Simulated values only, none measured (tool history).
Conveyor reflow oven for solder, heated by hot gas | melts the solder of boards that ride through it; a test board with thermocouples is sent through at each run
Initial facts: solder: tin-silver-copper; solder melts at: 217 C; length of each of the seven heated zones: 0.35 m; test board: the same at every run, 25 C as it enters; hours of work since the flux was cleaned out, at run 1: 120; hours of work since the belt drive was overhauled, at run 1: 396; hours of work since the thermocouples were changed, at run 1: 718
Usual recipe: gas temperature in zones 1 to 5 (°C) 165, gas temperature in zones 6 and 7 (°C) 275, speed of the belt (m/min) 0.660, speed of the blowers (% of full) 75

| run | day | gas temperature in zones 1 to 5 (°C) | gas temperature in zones 6 and 7 (°C) | speed of the belt (m/min) | speed of the blowers (% of full) | hours of work since the flux was cleaned out | hours of work since the belt drive was overhauled | hours of work since the thermocouples were changed | highest temperature of the board (°C) | time above the solder's melting point (s) |
|---|---|---|---|---|---|---|---|---|---|---|
| 1 | 0.000 | 165 | 275 | 0.660 | 75 | 120 | 396 | 718 | 255.2 | 46.92 |
| 2 | 1.179 | 165 | 275 | 0.660 | 75 | 138 | 414 | 736 | 255.2 | 46.95 |
| 3 | 3.450 | 165 | 275 | 0.660 | 75 | 173 | 449 | 771 | 254.6 | 46.78 |
| 4 | 5.512 | 165 | 266 | 0.660 | 75 | 205 | 481 | 803 | 246.5 | 41.59 |
| 5 | 6.958 | 165 | 275 | 0.660 | 75 | 228 | 503 | 825 | 254.4 | 46.66 |
| 6 | 9.346 | 165 | 275 | 0.660 | 75 | 265 | 540 | 862 | 253.9 | 46.35 |
| 7 | 10.638 | 165 | 275 | 0.660 | 75 | 285 | 560 | 882 | 254.0 | 46.13 |
|  | 12.167 | flux residue cleaned out of gas plates and filters |
| 8 | 12.596 | 165 | 275 | 0.660 | 75 | 7 | 587 | 909 | 253.2 | 45.70 |
| 9 | 14.158 | 165 | 275 | 0.660 | 53 | 31 | 611 | 933 | 247.9 | 41.32 |
| 10 | 15.250 | 165 | 275 | 0.660 | 75 | 48 | 628 | 950 | 253.0 | 45.32 |
| 11 | 17.629 | 153 | 282 | 0.545 | 63 | 84 | 665 | 987 | 261.6 | 58.57 |
|  | 19.271 | flux residue cleaned out of gas plates and filters, once more |
| 12 | 20.300 | 151 | 282 | 0.545 | 54 | 16 | 703 | 1025 | 262.1 | 58.42 |
| 13 | 21.654 | 179 | 282 | 0.545 | 72 | 37 | 724 | 1046 | 268.9 | 70.57 |
| 14 | 23.188 | 165 | 285 | 0.626 | 75 | 60 | 748 | 1070 | 266.2 | 55.99 |
| 15 | 24.271 | 165 | 285 | 0.626 | 75 | 77 | 764 | 1086 | 265.8 | 55.91 |
| 16 | 26.175 | 164 | 266 | 0.626 | 75 | 107 | 794 | 1116 | 248.4 | 46.11 |
| 17 | 28.204 | 165 | 275 | 0.660 | 61 | 138 | 825 | 1147 | 251.5 | 44.65 |
| 18 | 29.429 | 165 | 285 | 0.660 | 79 | 157 | 844 | 1166 | 263.7 | 52.29 |
| 19 | 30.771 | 165 | 285 | 0.660 | 79 | 178 | 865 | 1187 | 263.9 | 51.97 |

Forecast each of these 4 alternatives for the next run:
| A | 32.671 | 165 | 277 | 0.592 | 64 | 207 | 894 | 1216 | ? | ? |
| B | 32.671 | 165 | 278 | 0.708 | 60 | 207 | 894 | 1216 | ? | ? |
| C | 32.671 | 165 | 285 | 0.623 | 79 | 207 | 894 | 1216 | ? | ? |
| D | 32.671 | 174 | 274 | 0.666 | 75 | 207 | 894 | 1216 | ? | ? |

| run | highest temperature of the board (°C) | time above the solder's melting point (s) |
|---|---|---|
| A | 257.6 | 54.82 |
| B | 250.6 | 40.49 |
| C | 265.5 | 56.45 |
| D | 254.6 | 49.21 |
Stripped of hidden state, with their random variation kept, the same runs would have yielded:
| run | highest temperature of the board (°C) | time above the solder's melting point (s) |
|---|---|---|
| A | 260.5 | 55.49 |
| B | 253.4 | 41.58 |
| C | 268.6 | 56.82 |
| D | 257.5 | 49.98 |
